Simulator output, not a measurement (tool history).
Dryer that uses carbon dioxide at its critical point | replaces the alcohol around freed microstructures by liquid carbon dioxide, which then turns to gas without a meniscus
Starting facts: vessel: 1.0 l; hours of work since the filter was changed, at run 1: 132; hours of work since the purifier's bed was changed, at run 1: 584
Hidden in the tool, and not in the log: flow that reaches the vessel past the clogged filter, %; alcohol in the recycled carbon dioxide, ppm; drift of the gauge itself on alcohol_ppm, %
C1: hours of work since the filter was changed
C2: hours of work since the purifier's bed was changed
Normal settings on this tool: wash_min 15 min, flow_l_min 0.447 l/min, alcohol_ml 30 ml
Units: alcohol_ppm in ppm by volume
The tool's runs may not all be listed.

Run 1, hour 0.0: usual settings; C1 132; C2 584. Result: alcohol_ppm 212 ppm by volume.
Run 2, hour 35.6: usual settings but wash_min 9 min; C1 152; C2 604. Result: alcohol_ppm 1139 ppm by volume.
Run 3, hour 84.1: usual settings; C1 180; C2 631. Result: alcohol_ppm 239 ppm by volume.
Run 4, hour 136.7: usual settings but wash_min 12 min; C1 210; C2 661. Result: alcohol_ppm 481 ppm by volume.
Run 5, hour 192.7: usual settings but wash_min 12 min; C1 241; C2 693. Result: alcohol_ppm 505 ppm by volume.
At hour 214.1: inlet filter changed.
Run 6, hour 231.6: usual settings but wash_min 12 min; C1 10; C2 715. Result: alcohol_ppm 419 ppm by volume.
Run 7, hour 261.9: usual settings but wash_min 12 min; C1 27; C2 732. Result: alcohol_ppm 433 ppm by volume.
Run 8, hour 297.5: usual settings but wash_min 12 min, flow_l_min 0.367 l/min, alcohol_ml 23 ml; C1 47; C2 752. Result: alcohol_ppm 657 ppm by volume.
Run 9, hour 336.8: usual settings but wash_min 12 min, flow_l_min 0.367 l/min, alcohol_ml 23 ml; C1 70; C2 774. Result: alcohol_ppm 680 ppm by volume.
Run 10, hour 372.0: usual settings but wash_min 18 min, alcohol_ml 49 ml; C1 90; C2 794. Result: alcohol_ppm 211 ppm by volume.

Predict the results of run 11:
Run 11, hour 401.9: usual settings but wash_min 19 min, flow_l_min 0.310 l/min, alcohol_ml 26 ml; C1 107; C2 811. Result: alcohol_ppm ?.

alcohol_ppm: 326 ppm by volume
The same run, on a tool lacking any hidden state, would have yielded alcohol_ppm 147 ppm by volume.
